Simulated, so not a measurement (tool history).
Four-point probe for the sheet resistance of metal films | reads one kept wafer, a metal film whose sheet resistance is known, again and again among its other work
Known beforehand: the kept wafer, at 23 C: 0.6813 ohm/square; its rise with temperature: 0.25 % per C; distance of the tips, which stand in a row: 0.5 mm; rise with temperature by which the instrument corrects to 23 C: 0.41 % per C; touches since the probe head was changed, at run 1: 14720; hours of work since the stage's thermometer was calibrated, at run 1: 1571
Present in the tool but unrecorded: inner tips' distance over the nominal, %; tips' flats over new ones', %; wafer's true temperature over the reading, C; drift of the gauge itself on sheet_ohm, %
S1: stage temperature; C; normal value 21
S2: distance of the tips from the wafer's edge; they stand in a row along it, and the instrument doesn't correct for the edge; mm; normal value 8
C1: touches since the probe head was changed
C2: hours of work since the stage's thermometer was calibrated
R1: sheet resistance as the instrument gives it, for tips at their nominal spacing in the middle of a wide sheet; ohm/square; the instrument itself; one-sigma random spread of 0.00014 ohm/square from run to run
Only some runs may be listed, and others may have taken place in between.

{"run": 1, "hour": 0.0, "S1": 21, "S2": 8, "C1": 14720, "C2": 1571, "R1": 0.686452}
{"run": 2, "hour": 50.6, "S1": 21, "S2": 8, "C1": 15747, "C2": 1606, "R1": 0.686583}
{"hour": 85.2, "done": "stage's thermometer calibrated"}
{"run": 3, "hour": 102.1, "S1": 21, "S2": 8, "C1": 16784, "C2": 12, "R1": 0.687169}
{"run": 4, "hour": 157.1, "S1": 21, "S2": 3, "C1": 17900, "C2": 50, "R1": 0.696004}
{"run": 5, "hour": 211.3, "S1": 21, "S2": 8, "C1": 19001, "C2": 88, "R1": 0.687042}
{"run": 6, "hour": 277.1, "S1": 21, "S2": 8, "C1": 20338, "C2": 135, "R1": 0.687161}
{"run": 7, "hour": 337.9, "S1": 21, "S2": 8, "C1": 21573, "C2": 177, "R1": 0.687143}
{"run": 8, "hour": 393.8, "S1": 23, "S2": 8, "C1": 22708, "C2": 217, "R1": 0.684849}
{"run": 9, "hour": 435.7, "S1": 23, "S2": 8, "C1": 23560, "C2": 246, "R1": 0.684865}
{"run": 10, "hour": 500.8, "S1": 23, "S2": 8, "C1": 24881, "C2": 292, "R1": 0.68465}
{"run": 11, "hour": 545.6, "S1": 21, "S2": 8, "C1": 25792, "C2": 323, "R1": 0.686968}
{"run": 12, "hour": 585.7, "S1": 21, "S2": 8, "C1": 26607, "C2": 351, "R1": 0.686703}
{"run": 13, "hour": 628.6, "S1": 21, "S2": 8, "C1": 27478, "C2": 381, "R1": 0.68711}

The next listed run, before its measurement:
{"run": 14, "hour": 694.1, "S1": 21, "S2": 8, "C1": 28808, "C2": 427, "R1": "?"}

R1: 0.686888 ohm/square
If the tool had no hidden condition, the same run with the same run-to-run variation would have returned R1 0.684989 ohm/square.

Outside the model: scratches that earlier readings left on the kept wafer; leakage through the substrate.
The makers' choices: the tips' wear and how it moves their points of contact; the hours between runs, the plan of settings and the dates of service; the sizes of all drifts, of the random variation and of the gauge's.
